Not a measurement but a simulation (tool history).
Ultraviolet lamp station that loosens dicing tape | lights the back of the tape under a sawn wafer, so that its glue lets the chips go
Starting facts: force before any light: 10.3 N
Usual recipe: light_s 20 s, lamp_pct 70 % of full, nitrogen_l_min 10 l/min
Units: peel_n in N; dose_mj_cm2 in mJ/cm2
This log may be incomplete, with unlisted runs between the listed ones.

{"run": 1, "hour": 0.0, "light_s": 20, "lamp_pct": 70, "nitrogen_l_min": 10, "peel_n": 2.004, "dose_mj_cm2": 381}
{"run": 2, "hour": 63.3, "light_s": 20, "lamp_pct": 70, "nitrogen_l_min": 10, "peel_n": 2.097, "dose_mj_cm2": 372}
{"run": 3, "hour": 113.8, "light_s": 20, "lamp_pct": 70, "nitrogen_l_min": 10, "peel_n": 2.08, "dose_mj_cm2": 365}
{"run": 4, "hour": 150.3, "light_s": 20, "lamp_pct": 72, "nitrogen_l_min": 10, "peel_n": 2.069, "dose_mj_cm2": 364}
{"run": 5, "hour": 232.3, "light_s": 22, "lamp_pct": 70, "nitrogen_l_min": 10, "peel_n": 1.927, "dose_mj_cm2": 378}
{"run": 6, "hour": 303.7, "light_s": 18, "lamp_pct": 70, "nitrogen_l_min": 10, "peel_n": 2.825, "dose_mj_cm2": 301}
{"hour": 347.0, "done": "window cleaned of glue's vapour"}
{"run": 7, "hour": 378.3, "light_s": 20, "lamp_pct": 70, "nitrogen_l_min": 10, "peel_n": 2.21, "dose_mj_cm2": 358}
{"run": 8, "hour": 427.1, "light_s": 20, "lamp_pct": 70, "nitrogen_l_min": 10, "peel_n": 2.142, "dose_mj_cm2": 351}
{"run": 9, "hour": 482.4, "light_s": 20, "lamp_pct": 88, "nitrogen_l_min": 10, "peel_n": 1.572, "dose_mj_cm2": 434}
{"run": 10, "hour": 518.7, "light_s": 20, "lamp_pct": 88, "nitrogen_l_min": 10, "peel_n": 1.615, "dose_mj_cm2": 428}
{"run": 11, "hour": 576.3, "light_s": 20, "lamp_pct": 98, "nitrogen_l_min": 10, "peel_n": 1.344, "dose_mj_cm2": 462}
{"run": 12, "hour": 618.3, "light_s": 20, "lamp_pct": 98, "nitrogen_l_min": 10, "peel_n": 1.387, "dose_mj_cm2": 460}
{"run": 13, "hour": 663.6, "light_s": 20, "lamp_pct": 98, "nitrogen_l_min": 10, "peel_n": 1.457, "dose_mj_cm2": 449}
{"run": 14, "hour": 742.1, "light_s": 20, "lamp_pct": 75, "nitrogen_l_min": 10, "peel_n": 2.353, "dose_mj_cm2": 335}
{"hour": 775.7, "done": "window cleaned of glue's vapour"}
{"run": 15, "hour": 809.3, "light_s": 20, "lamp_pct": 75, "nitrogen_l_min": 10, "peel_n": 2.236, "dose_mj_cm2": 350}
{"run": 16, "hour": 870.4, "light_s": 20, "lamp_pct": 70, "nitrogen_l_min": 10, "peel_n": 2.501, "dose_mj_cm2": 323}
{"run": 17, "hour": 926.1, "light_s": 20, "lamp_pct": 70, "nitrogen_l_min": 10, "peel_n": 2.652, "dose_mj_cm2": 310}
{"run": 18, "hour": 974.5, "light_s": 20, "lamp_pct": 70, "nitrogen_l_min": 10, "peel_n": 2.663, "dose_mj_cm2": 302}
{"run": 19, "hour": 1043.1, "light_s": 20, "lamp_pct": 70, "nitrogen_l_min": 18, "peel_n": 2.009, "dose_mj_cm2": 294}
{"run": 20, "hour": 1080.0, "light_s": 13, "lamp_pct": 70, "nitrogen_l_min": 18, "peel_n": 3.526, "dose_mj_cm2": 191}
{"run": 21, "hour": 1149.2, "light_s": 11, "lamp_pct": 70, "nitrogen_l_min": 18, "peel_n": 4.347, "dose_mj_cm2": 159}
{"run": 22, "hour": 1200.2, "light_s": 11, "lamp_pct": 70, "nitrogen_l_min": 13, "peel_n": 4.694, "dose_mj_cm2": 152}
{"hour": 1207.3, "done": "window cleaned of glue's vapour"}
{"run": 23, "hour": 1265.1, "light_s": 29, "lamp_pct": 69, "nitrogen_l_min": 4, "peel_n": 2.982, "dose_mj_cm2": 424}
{"run": 24, "hour": 1334.6, "light_s": 29, "lamp_pct": 75, "nitrogen_l_min": 5, "peel_n": 2.423, "dose_mj_cm2": 450}
{"hour": 1353.0, "done": "lamp changed"}
{"run": 25, "hour": 1418.3, "light_s": 29, "lamp_pct": 75, "nitrogen_l_min": 5, "peel_n": 1.321, "dose_mj_cm2": 654}
{"run": 26, "hour": 1484.4, "light_s": 29, "lamp_pct": 75, "nitrogen_l_min": 5, "peel_n": 1.363, "dose_mj_cm2": 630}
{"run": 27, "hour": 1544.7, "light_s": 20, "lamp_pct": 70, "nitrogen_l_min": 5, "peel_n": 2.91, "dose_mj_cm2": 398}
{"run": 28, "hour": 1583.6, "light_s": 20, "lamp_pct": 93, "nitrogen_l_min": 10, "peel_n": 1.075, "dose_mj_cm2": 518}
{"hour": 1636.7, "done": "window cleaned of glue's vapour"}
{"run": 29, "hour": 1645.3, "light_s": 33, "lamp_pct": 61, "nitrogen_l_min": 8, "peel_n": 0.984, "dose_mj_cm2": 602}
{"run": 30, "hour": 1716.3, "light_s": 10, "lamp_pct": 61, "nitrogen_l_min": 7, "peel_n": 5.283, "dose_mj_cm2": 178}
{"run": 31, "hour": 1793.9, "light_s": 15, "lamp_pct": 61, "nitrogen_l_min": 11, "peel_n": 3.129, "dose_mj_cm2": 260}
{"run": 32, "hour": 1854.4, "light_s": 15, "lamp_pct": 61, "nitrogen_l_min": 11, "peel_n": 3.357, "dose_mj_cm2": 256}
{"run": 33, "hour": 1917.8, "light_s": 10, "lamp_pct": 89, "nitrogen_l_min": 5, "peel_n": 4.789, "dose_mj_cm2": 240}
{"run": 34, "hour": 1971.4, "light_s": 19, "lamp_pct": 70, "nitrogen_l_min": 6, "peel_n": 2.909, "dose_mj_cm2": 354}
{"run": 35, "hour": 2019.5, "light_s": 19, "lamp_pct": 70, "nitrogen_l_min": 6, "peel_n": 3.02, "dose_mj_cm2": 345}
{"hour": 2063.7, "done": "window cleaned of glue's vapour"}
{"run": 36, "hour": 2078.4, "light_s": 22, "lamp_pct": 74, "nitrogen_l_min": 5, "peel_n": 2.403, "dose_mj_cm2": 455}
{"run": 37, "hour": 2115.2, "light_s": 22, "lamp_pct": 74, "nitrogen_l_min": 5, "peel_n": 2.347, "dose_mj_cm2": 449}
{"run": 38, "hour": 2195.1, "light_s": 25, "lamp_pct": 87, "nitrogen_l_min": 10, "peel_n": 0.872, "dose_mj_cm2": 576}
{"run": 39, "hour": 2265.3, "light_s": 25, "lamp_pct": 87, "nitrogen_l_min": 10, "peel_n": 0.952, "dose_mj_cm2": 559}
{"run": 40, "hour": 2319.7, "light_s": 27, "lamp_pct": 64, "nitrogen_l_min": 4, "peel_n": 2.804, "dose_mj_cm2": 433}
{"run": 41, "hour": 2384.7, "light_s": 20, "lamp_pct": 61, "nitrogen_l_min": 6, "peel_n": 3.679, "dose_mj_cm2": 294}
{"run": 42, "hour": 2457.7, "light_s": 20, "lamp_pct": 72, "nitrogen_l_min": 6, "peel_n": 3.022, "dose_mj_cm2": 337}
{"hour": 2491.4, "done": "window cleaned of glue's vapour"}
{"run": 43, "hour": 2537.0, "light_s": 20, "lamp_pct": 97, "nitrogen_l_min": 10, "peel_n": 1.24, "dose_mj_cm2": 493}
{"run": 44, "hour": 2588.7, "light_s": 17, "lamp_pct": 76, "nitrogen_l_min": 19, "peel_n": 1.827, "dose_mj_cm2": 319}

Measured minus without-hidden-state, run by run (identical run-to-run variation in each term; gauge scatter may differ):
Unlogged tool condition in this case: lamp's light, % of a new lamp's; light that the window lets through, % of a clean one's; drift of the gauge itself on peel_n, %; drift of the gauge itself on dose_mj_cm2, %.
run=1 peel_n=+0.465 dose_mj_cm2=-63
run=2 peel_n=+0.552 dose_mj_cm2=-73
run=3 peel_n=+0.59 dose_mj_cm2=-79
run=4 peel_n=+0.63 dose_mj_cm2=-86
run=5 peel_n=+0.689 dose_mj_cm2=-106
run=6 peel_n=+0.942 dose_mj_cm2=-94
run=7 peel_n=+0.664 dose_mj_cm2=-84
run=8 peel_n=+0.686 dose_mj_cm2=-90
run=9 peel_n=+0.624 dose_mj_cm2=-125
run=10 peel_n=+0.669 dose_mj_cm2=-130
run=11 peel_n=+0.625 dose_mj_cm2=-155
run=12 peel_n=+0.669 dose_mj_cm2=-165
run=13 peel_n=+0.725 dose_mj_cm2=-172
run=14 peel_n=+1.065 dose_mj_cm2=-144
run=15 peel_n=+0.911 dose_mj_cm2=-124
run=16 peel_n=+1.02 dose_mj_cm2=-125
run=17 peel_n=+1.138 dose_mj_cm2=-131
run=18 peel_n=+1.177 dose_mj_cm2=-138
run=19 peel_n=+1.066 dose_mj_cm2=-145
run=20 peel_n=+1.449 dose_mj_cm2=-99
run=21 peel_n=+1.641 dose_mj_cm2=-88
run=22 peel_n=+1.677 dose_mj_cm2=-90
run=23 peel_n=+1.353 dose_mj_cm2=-213
run=24 peel_n=+1.287 dose_mj_cm2=-246
run=25 peel_n=+0.157 dose_mj_cm2=-42
run=26 peel_n=+0.22 dose_mj_cm2=-58
run=27 peel_n=+0.393 dose_mj_cm2=-46
run=28 peel_n=+0.256 dose_mj_cm2=-68
run=29 peel_n=+0.125 dose_mj_cm2=-37
run=30 peel_n=+0.309 dose_mj_cm2=-16
run=31 peel_n=+0.42 dose_mj_cm2=-31
run=32 peel_n=+0.522 dose_mj_cm2=-37
run=33 peel_n=+0.616 dose_mj_cm2=-43
run=34 peel_n=+0.633 dose_mj_cm2=-71
run=35 peel_n=+0.713 dose_mj_cm2=-78
run=36 peel_n=+0.435 dose_mj_cm2=-63
run=37 peel_n=+0.459 dose_mj_cm2=-69
run=38 peel_n=+0.301 dose_mj_cm2=-111
run=39 peel_n=+0.366 dose_mj_cm2=-127
run=40 peel_n=+0.76 dose_mj_cm2=-109
run=41 peel_n=+0.947 dose_mj_cm2=-85
run=42 peel_n=+0.967 dose_mj_cm2=-111
run=43 peel_n=+0.482 dose_mj_cm2=-124
run=44 peel_n=+0.683 dose_mj_cm2=-89

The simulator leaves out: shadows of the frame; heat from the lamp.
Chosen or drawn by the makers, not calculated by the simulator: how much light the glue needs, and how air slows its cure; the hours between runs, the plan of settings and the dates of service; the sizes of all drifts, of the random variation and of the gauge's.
